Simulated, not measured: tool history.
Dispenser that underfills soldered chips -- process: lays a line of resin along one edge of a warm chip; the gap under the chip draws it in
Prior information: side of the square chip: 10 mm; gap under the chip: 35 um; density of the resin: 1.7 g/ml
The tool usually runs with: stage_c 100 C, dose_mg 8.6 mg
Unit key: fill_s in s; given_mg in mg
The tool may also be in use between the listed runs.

run	hour	stage_c	dose_mg	fill_s	given_mg
1	0	100	8.6	178	7.56
# hour 3.6: new syringe of resin
2	6.9	100	8.6	122.7	7.64
# hour 9.4: dispensing valve cleaned and set on the balance
# hour 17.5: new syringe of resin
3	18	100	8.6	99.4	8.5
4	27.8	100	8.6	175.2	8.53
# hour 30.2: new syringe of resin
5	36.6	100	8.6	145.1	8.5
6	42.3	100	8.6	197	8.41
# hour 43.1: new syringe of resin
7	49.6	100	8.6	141.2	8.45
8	55.3	100	8.6	200.6	8.32
# hour 56.3: new syringe of resin
9	59.6	100	9.9	115.3	9.63
# hour 69.2: new syringe of resin
10	69.5	100	9.9	97.7	9.47
11	73.9	114	10.89	70.6	10.57
# hour 82.3: new syringe of resin
12	82.8	107	8.18	77.5	7.85
13	88.8	100	9.54	139.4	9.05
# hour 95.3: new syringe of resin
14	97.9	97	9.54	131.1	9.11
# hour 108.1: new syringe of resin
15	108.1	97	9.54	112.1	8.9

Estimate the outcome of run 16 from the log above:
16	114.9	97	9.54	?	?

Run 16 gave fill_s 167.3 s, given_mg 8.88 mg.
If the tool had no hidden condition, the same run with the same run-to-run variation would have returned fill_s 110.4 s, given_mg 9.49 mg.

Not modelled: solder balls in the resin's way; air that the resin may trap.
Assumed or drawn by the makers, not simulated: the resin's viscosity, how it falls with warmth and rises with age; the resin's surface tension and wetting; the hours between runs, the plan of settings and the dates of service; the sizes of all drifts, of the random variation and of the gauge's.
